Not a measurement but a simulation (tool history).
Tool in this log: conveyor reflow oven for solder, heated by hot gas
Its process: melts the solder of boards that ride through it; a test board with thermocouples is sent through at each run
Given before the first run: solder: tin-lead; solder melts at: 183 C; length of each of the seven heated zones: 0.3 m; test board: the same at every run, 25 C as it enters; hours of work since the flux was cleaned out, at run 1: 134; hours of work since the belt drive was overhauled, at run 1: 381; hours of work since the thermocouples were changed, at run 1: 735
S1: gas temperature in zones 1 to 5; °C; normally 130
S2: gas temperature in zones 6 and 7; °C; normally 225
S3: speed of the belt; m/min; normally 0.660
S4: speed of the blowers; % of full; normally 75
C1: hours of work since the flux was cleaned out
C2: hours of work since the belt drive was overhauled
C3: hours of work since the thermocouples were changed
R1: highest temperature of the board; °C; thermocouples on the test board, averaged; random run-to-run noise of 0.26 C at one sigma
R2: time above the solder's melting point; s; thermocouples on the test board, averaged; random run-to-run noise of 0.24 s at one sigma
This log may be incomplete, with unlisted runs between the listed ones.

{"run": 1, "hour": 0.0, "S1": 130, "S2": 225, "S3": 0.66, "S4": 75, "C1": 134, "C2": 381, "C3": 735, "R1": 214.1, "R2": 38.4}
{"run": 2, "hour": 18.7, "S1": 126, "S2": 225, "S3": 0.66, "S4": 75, "C1": 145, "C2": 393, "C3": 746, "R1": 213.2, "R2": 36.8}
{"run": 3, "hour": 34.0, "S1": 126, "S2": 225, "S3": 0.66, "S4": 75, "C1": 154, "C2": 402, "C3": 755, "R1": 213.0, "R2": 36.7}
{"run": 4, "hour": 58.1, "S1": 126, "S2": 225, "S3": 0.66, "S4": 75, "C1": 169, "C2": 416, "C3": 770, "R1": 212.9, "R2": 36.7}
{"run": 5, "hour": 69.5, "S1": 130, "S2": 225, "S3": 0.66, "S4": 75, "C1": 176, "C2": 423, "C3": 777, "R1": 214.2, "R2": 37.7}
{"run": 6, "hour": 92.2, "S1": 130, "S2": 225, "S3": 0.688, "S4": 75, "C1": 189, "C2": 437, "C3": 791, "R1": 212.2, "R2": 35.6}
{"run": 7, "hour": 110.8, "S1": 130, "S2": 225, "S3": 0.66, "S4": 75, "C1": 201, "C2": 448, "C3": 802, "R1": 213.8, "R2": 38.3}
{"run": 8, "hour": 131.2, "S1": 130, "S2": 225, "S3": 0.66, "S4": 71, "C1": 213, "C2": 460, "C3": 814, "R1": 213.3, "R2": 37.1}
{"run": 9, "hour": 143.8, "S1": 130, "S2": 225, "S3": 0.66, "S4": 71, "C1": 220, "C2": 468, "C3": 822, "R1": 212.7, "R2": 37.5}
{"hour": 159.4, "done": "flux residue cleaned out of gas plates and filters"}
{"run": 10, "hour": 176.0, "S1": 130, "S2": 225, "S3": 0.66, "S4": 76, "C1": 10, "C2": 484, "C3": 838, "R1": 215.3, "R2": 39.5}
{"run": 11, "hour": 197.9, "S1": 130, "S2": 225, "S3": 0.66, "S4": 76, "C1": 23, "C2": 498, "C3": 851, "R1": 215.2, "R2": 39.3}
{"run": 12, "hour": 223.8, "S1": 130, "S2": 225, "S3": 0.66, "S4": 76, "C1": 39, "C2": 513, "C3": 867, "R1": 215.4, "R2": 39.2}
{"run": 13, "hour": 249.3, "S1": 130, "S2": 225, "S3": 0.66, "S4": 76, "C1": 54, "C2": 529, "C3": 882, "R1": 215.4, "R2": 39.4}
{"run": 14, "hour": 276.6, "S1": 130, "S2": 225, "S3": 0.66, "S4": 76, "C1": 71, "C2": 545, "C3": 899, "R1": 215.4, "R2": 39.2}
{"run": 15, "hour": 288.7, "S1": 130, "S2": 225, "S3": 0.66, "S4": 75, "C1": 78, "C2": 552, "C3": 906, "R1": 214.7, "R2": 39.2}
{"run": 16, "hour": 313.6, "S1": 130, "S2": 225, "S3": 0.66, "S4": 75, "C1": 93, "C2": 567, "C3": 921, "R1": 214.7, "R2": 38.9}
{"run": 17, "hour": 332.6, "S1": 142, "S2": 223, "S3": 0.66, "S4": 67, "C1": 104, "C2": 579, "C3": 933, "R1": 214.0, "R2": 41.4}
{"run": 18, "hour": 345.8, "S1": 126, "S2": 223, "S3": 0.691, "S4": 67, "C1": 112, "C2": 587, "C3": 941, "R1": 209.9, "R2": 32.9}
{"run": 19, "hour": 365.9, "S1": 126, "S2": 223, "S3": 0.691, "S4": 67, "C1": 125, "C2": 599, "C3": 953, "R1": 209.7, "R2": 33.0}
{"run": 20, "hour": 379.3, "S1": 140, "S2": 224, "S3": 0.742, "S4": 56, "C1": 133, "C2": 607, "C3": 961, "R1": 208.9, "R2": 32.3}
{"run": 21, "hour": 404.0, "S1": 142, "S2": 225, "S3": 0.66, "S4": 62, "C1": 148, "C2": 622, "C3": 976, "R1": 214.4, "R2": 41.4}
{"run": 22, "hour": 418.0, "S1": 142, "S2": 229, "S3": 0.66, "S4": 62, "C1": 156, "C2": 630, "C3": 984, "R1": 218.4, "R2": 43.6}
{"run": 23, "hour": 435.9, "S1": 130, "S2": 227, "S3": 0.67, "S4": 80, "C1": 167, "C2": 641, "C3": 995, "R1": 216.2, "R2": 39.3}
{"run": 24, "hour": 447.6, "S1": 120, "S2": 236, "S3": 0.66, "S4": 75, "C1": 174, "C2": 648, "C3": 1002, "R1": 222.9, "R2": 40.8}
{"run": 25, "hour": 468.4, "S1": 120, "S2": 219, "S3": 0.66, "S4": 75, "C1": 186, "C2": 661, "C3": 1014, "R1": 207.9, "R2": 32.2}
{"run": 26, "hour": 490.0, "S1": 129, "S2": 221, "S3": 0.712, "S4": 75, "C1": 199, "C2": 674, "C3": 1028, "R1": 208.6, "R2": 31.5}
{"run": 27, "hour": 515.6, "S1": 129, "S2": 221, "S3": 0.712, "S4": 75, "C1": 215, "C2": 689, "C3": 1043, "R1": 208.2, "R2": 31.7}
{"hour": 541.1, "done": "flux residue cleaned out of gas plates and filters"}
{"run": 28, "hour": 544.0, "S1": 129, "S2": 221, "S3": 0.712, "S4": 75, "C1": 2, "C2": 703, "C3": 1057, "R1": 209.6, "R2": 33.5}
{"hour": 567.8, "done": "thermocouples of zones 6 and 7 changed"}
{"run": 29, "hour": 572.4, "S1": 126, "S2": 225, "S3": 0.66, "S4": 66, "C1": 18, "C2": 719, "C3": 3, "R1": 210.9, "R2": 35.4}
{"run": 30, "hour": 597.0, "S1": 126, "S2": 225, "S3": 0.66, "S4": 66, "C1": 33, "C2": 734, "C3": 18, "R1": 210.8, "R2": 36.0}

What if the next run were any one of these 3? Each begins from the tool's condition after run 30:
{"run": "A", "hour": 612.1, "S1": 126, "S2": 225, "S3": 0.788, "S4": 66, "C1": 42, "C2": 743, "C3": 27, "R1": "?", "R2": "?"}
{"run": "B", "hour": 612.1, "S1": 129, "S2": 219, "S3": 0.66, "S4": 67, "C1": 42, "C2": 743, "C3": 27, "R1": "?", "R2": "?"}
{"run": "C", "hour": 612.1, "S1": 116, "S2": 220, "S3": 0.66, "S4": 66, "C1": 42, "C2": 743, "C3": 27, "R1": "?", "R2": "?"}

run=A R1=204.8 R2=25.1
run=B R1=205.7 R2=33.2
run=C R1=204.8 R2=29.5
Had the tool no hidden state, the same runs would have come out as:
run=A R1=204.9 R2=24.6
run=B R1=205.8 R2=32.6
run=C R1=204.9 R2=29.0

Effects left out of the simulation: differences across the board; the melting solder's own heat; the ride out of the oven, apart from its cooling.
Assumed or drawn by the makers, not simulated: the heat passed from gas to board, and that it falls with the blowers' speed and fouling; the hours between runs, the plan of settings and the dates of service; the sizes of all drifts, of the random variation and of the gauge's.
